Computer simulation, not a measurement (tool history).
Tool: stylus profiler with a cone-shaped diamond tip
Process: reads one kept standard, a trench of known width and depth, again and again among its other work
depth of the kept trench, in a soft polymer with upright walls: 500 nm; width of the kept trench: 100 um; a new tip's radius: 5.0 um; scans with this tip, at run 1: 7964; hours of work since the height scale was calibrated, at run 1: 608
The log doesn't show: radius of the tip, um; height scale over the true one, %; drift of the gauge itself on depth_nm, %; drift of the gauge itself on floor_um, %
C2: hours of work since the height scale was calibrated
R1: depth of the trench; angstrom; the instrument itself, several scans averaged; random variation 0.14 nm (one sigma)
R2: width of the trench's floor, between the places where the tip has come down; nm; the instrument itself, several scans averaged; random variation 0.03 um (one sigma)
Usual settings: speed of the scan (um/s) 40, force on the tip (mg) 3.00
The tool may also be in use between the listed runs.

run 1 day=0.000 | speed_of_the_scan_(um/s)=40 force_on_the_tip_(mg)=3.00 | scans_with_this_tip=7964 C2=608 | R1=5075.7 R2=95530
run 2 day=3.150 | speed_of_the_scan_(um/s)=40 force_on_the_tip_(mg)=3.00 | scans_with_this_tip=8158 C2=646 | R1=5076.7 R2=95520
run 3 day=6.571 | speed_of_the_scan_(um/s)=45 force_on_the_tip_(mg)=3.00 | scans_with_this_tip=8370 C2=688 | R1=5074.4 R2=95510
run 4 day=10.762 | speed_of_the_scan_(um/s)=40 force_on_the_tip_(mg)=3.00 | scans_with_this_tip=8629 C2=739 | R1=5076.4 R2=95520
run 5 day=15.158 | speed_of_the_scan_(um/s)=40 force_on_the_tip_(mg)=3.00 | scans_with_this_tip=8900 C2=793 | R1=5075.4 R2=95540
run 6 day=18.042 | speed_of_the_scan_(um/s)=40 force_on_the_tip_(mg)=3.00 | scans_with_this_tip=9078 C2=828 | R1=5075.1 R2=95520
run 7 day=20.862 | speed_of_the_scan_(um/s)=40 force_on_the_tip_(mg)=3.00 | scans_with_this_tip=9253 C2=862 | R1=5074.6 R2=95530
run 8 day=25.317 | speed_of_the_scan_(um/s)=40 force_on_the_tip_(mg)=3.00 | scans_with_this_tip=9528 C2=917 | R1=5074.6 R2=95510
-- day=28.300 height scale calibrated on a step standard
run 9 day=29.575 | speed_of_the_scan_(um/s)=40 force_on_the_tip_(mg)=3.00 | scans_with_this_tip=9790 C2=16 | R1=5076.7 R2=95560
run 10 day=32.762 | speed_of_the_scan_(um/s)=40 force_on_the_tip_(mg)=3.00 | scans_with_this_tip=9987 C2=54 | R1=5074.6 R2=95570
run 11 day=35.550 | speed_of_the_scan_(um/s)=40 force_on_the_tip_(mg)=3.00 | scans_with_this_tip=10159 C2=88 | R1=5075.6 R2=95500
run 12 day=39.533 | speed_of_the_scan_(um/s)=40 force_on_the_tip_(mg)=3.00 | scans_with_this_tip=10405 C2=137 | R1=5074.7 R2=95540
run 13 day=41.975 | speed_of_the_scan_(um/s)=66 force_on_the_tip_(mg)=3.00 | scans_with_this_tip=10556 C2=167 | R1=5076.3 R2=95470
run 14 day=45.212 | speed_of_the_scan_(um/s)=66 force_on_the_tip_(mg)=3.00 | scans_with_this_tip=10756 C2=206 | R1=5075.7 R2=95400
run 15 day=48.721 | speed_of_the_scan_(um/s)=66 force_on_the_tip_(mg)=3.00 | scans_with_this_tip=10973 C2=249 | R1=5075.1 R2=95470
run 16 day=51.546 | speed_of_the_scan_(um/s)=66 force_on_the_tip_(mg)=3.00 | scans_with_this_tip=11147 C2=284 | R1=5073.4 R2=95420
run 17 day=53.425 | speed_of_the_scan_(um/s)=66 force_on_the_tip_(mg)=3.00 | scans_with_this_tip=11263 C2=306 | R1=5073.0 R2=95460
run 18 day=55.429 | speed_of_the_scan_(um/s)=45 force_on_the_tip_(mg)=4.97 | scans_with_this_tip=11387 C2=331 | R1=5104.6 R2=95560
run 19 day=59.542 | speed_of_the_scan_(um/s)=25 force_on_the_tip_(mg)=3.54 | scans_with_this_tip=11641 C2=381 | R1=5085.0 R2=95560
run 20 day=62.925 | speed_of_the_scan_(um/s)=42 force_on_the_tip_(mg)=1.39 | scans_with_this_tip=11850 C2=422 | R1=5045.6 R2=95460
run 21 day=65.321 | speed_of_the_scan_(um/s)=42 force_on_the_tip_(mg)=1.39 | scans_with_this_tip=11999 C2=452 | R1=5042.7 R2=95480
run 22 day=69.279 | speed_of_the_scan_(um/s)=42 force_on_the_tip_(mg)=1.39 | scans_with_this_tip=12243 C2=500 | R1=5044.5 R2=95420
run 23 day=72.421 | speed_of_the_scan_(um/s)=42 force_on_the_tip_(mg)=1.39 | scans_with_this_tip=12437 C2=538 | R1=5042.7 R2=95420
run 24 day=74.617 | speed_of_the_scan_(um/s)=42 force_on_the_tip_(mg)=1.39 | scans_with_this_tip=12573 C2=565 | R1=5045.0 R2=95450
run 25 day=78.029 | speed_of_the_scan_(um/s)=13 force_on_the_tip_(mg)=1.17 | scans_with_this_tip=12784 C2=607 | R1=5039.3 R2=95580
run 26 day=80.942 | speed_of_the_scan_(um/s)=13 force_on_the_tip_(mg)=1.17 | scans_with_this_tip=12964 C2=642 | R1=5038.3 R2=95610
run 27 day=84.692 | speed_of_the_scan_(um/s)=13 force_on_the_tip_(mg)=1.17 | scans_with_this_tip=13195 C2=688 | R1=5038.4 R2=95560
run 28 day=88.979 | speed_of_the_scan_(um/s)=75 force_on_the_tip_(mg)=3.00 | scans_with_this_tip=13460 C2=740 | R1=5074.8 R2=95460
run 29 day=91.588 | speed_of_the_scan_(um/s)=12 force_on_the_tip_(mg)=6.38 | scans_with_this_tip=13622 C2=772 | R1=5124.0 R2=95640
run 30 day=95.658 | speed_of_the_scan_(um/s)=12 force_on_the_tip_(mg)=6.38 | scans_with_this_tip=13873 C2=822 | R1=5125.4 R2=95640
run 31 day=99.458 | speed_of_the_scan_(um/s)=29 force_on_the_tip_(mg)=1.57 | scans_with_this_tip=14108 C2=868 | R1=5048.1 R2=95550
run 32 day=101.846 | speed_of_the_scan_(um/s)=28 force_on_the_tip_(mg)=1.58 | scans_with_this_tip=14255 C2=897 | R1=5049.2 R2=95480

Forecast each of these 3 alternatives for the next run:
run A day=103.983 | speed_of_the_scan_(um/s)=76 force_on_the_tip_(mg)=5.89 | scans_with_this_tip=14388 C2=923 | R1=? R2=?
run B day=103.983 | speed_of_the_scan_(um/s)=50 force_on_the_tip_(mg)=1.02 | scans_with_this_tip=14388 C2=923 | R1=? R2=?
run C day=103.983 | speed_of_the_scan_(um/s)=48 force_on_the_tip_(mg)=1.03 | scans_with_this_tip=14388 C2=923 | R1=? R2=?

run=A R1=5116.7 R2=95440
run=B R1=5032.7 R2=95360
run=C R1=5037.9 R2=95400
Without the tool's hidden state the same runs would have given:
run=A R1=5116.7 R2=95440
run=B R1=5032.7 R2=95370
run=C R1=5037.9 R2=95400

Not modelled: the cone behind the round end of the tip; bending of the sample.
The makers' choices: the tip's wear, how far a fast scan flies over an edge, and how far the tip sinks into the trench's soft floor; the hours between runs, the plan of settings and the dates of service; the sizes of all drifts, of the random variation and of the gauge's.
